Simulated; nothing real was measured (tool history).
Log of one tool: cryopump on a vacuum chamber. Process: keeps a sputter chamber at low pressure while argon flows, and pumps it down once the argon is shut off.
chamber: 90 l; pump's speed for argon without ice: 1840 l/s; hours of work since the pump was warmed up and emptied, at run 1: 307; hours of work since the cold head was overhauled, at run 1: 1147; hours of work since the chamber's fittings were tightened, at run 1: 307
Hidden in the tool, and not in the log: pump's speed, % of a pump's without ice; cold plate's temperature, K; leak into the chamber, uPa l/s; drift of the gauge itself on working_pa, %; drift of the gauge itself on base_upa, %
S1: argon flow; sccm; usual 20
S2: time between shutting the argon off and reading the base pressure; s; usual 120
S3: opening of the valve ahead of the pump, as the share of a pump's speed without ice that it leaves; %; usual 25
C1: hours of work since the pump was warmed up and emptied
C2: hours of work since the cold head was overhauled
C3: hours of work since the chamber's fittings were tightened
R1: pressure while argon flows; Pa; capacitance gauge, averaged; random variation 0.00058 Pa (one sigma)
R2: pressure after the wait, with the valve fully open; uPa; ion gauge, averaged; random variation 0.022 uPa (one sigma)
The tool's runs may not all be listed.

run	day	S1	S2	S3	C1	C2	C3	R1	R2
1	0	20	120	25	307	1147	307	0.0747	0.85
2	3.117	23	120	25	338	1178	338	0.0859	0.9
3	5.167	23	120	48	359	1199	359	0.0466	0.89
4	9.625	20	120	25	403	1243	403	0.0752	0.95
5	11.983	20	157	25	427	1267	427	0.0753	0.87
6	14.004	20	157	25	447	1287	447	0.0745	0.91
7	17.154	20	120	25	479	1319	479	0.0756	1.05
8	20.438	20	120	25	512	1352	512	0.0761	1.04
9	22.479	20	120	25	532	1372	532	0.0771	1.07
10	24.792	23	120	25	555	1395	555	0.0871	1.09
11	27.758	20	120	25	585	1425	585	0.0762	1.09
12	30.862	20	120	25	616	1456	616	0.0756	1.12
13	33.092	20	120	25	639	1478	639	0.0761	1.14
14	37.004	20	120	25	678	1518	678	0.0756	1.22
15	39.804	11	120	45	706	1546	706	0.0245	1.26
16	42.171	23	23	45	729	1569	729	0.0509	2.97
17	45.933	16	120	25	767	1607	767	0.0611	1.29
18	49.988	10	27	31	808	1648	808	0.0312	2.65
# day 52.571: pump warmed up, emptied and cooled again
19	54.1	20	22	19	15	1687	847	0.0961	2.99
20	58.217	20	22	19	57	1728	888	0.0979	3.01
21	62.662	20	69	25	101	1772	933	0.0737	1.73
22	67.188	38	47	23	146	1818	978	0.1533	1.97
23	69.767	15	120	25	172	1844	1004	0.056	1.4
24	74.492	19	145	40	220	1891	1051	0.0439	1.46
25	78.142	11	158	25	256	1927	1088	0.0409	1.37
26	80.225	21	249	27	277	1948	1109	0.0734	1.29

Some steps in R1 between neighbouring runs. How much of each would the tool show without its hidden state too (settings, what came in, random variation), and how much is left for the hidden state, with any gauge scatter that isn't in both results?
Run 15 -> 16: S1 11 -> 23, S2 120 -> 23. R1 +0.0264 Pa: hidden state +0.002, all else +0.0244.
Run 18 -> 19: S1 10 -> 20, S2 27 -> 22, S3 31 -> 19, pump warmed up, emptied and cooled again. R1 +0.0649 Pa: hidden state -0.0013, all else +0.0662.
Run 21 -> 22: S1 20 -> 38, S2 69 -> 47, S3 25 -> 23. R1 +0.0796 Pa: hidden state +0.0009, all else +0.0787.
Run 22 -> 23: S1 38 -> 15, S2 47 -> 120, S3 23 -> 25. R1 -0.0973 Pa: hidden state -0.0008, all else -0.0965.
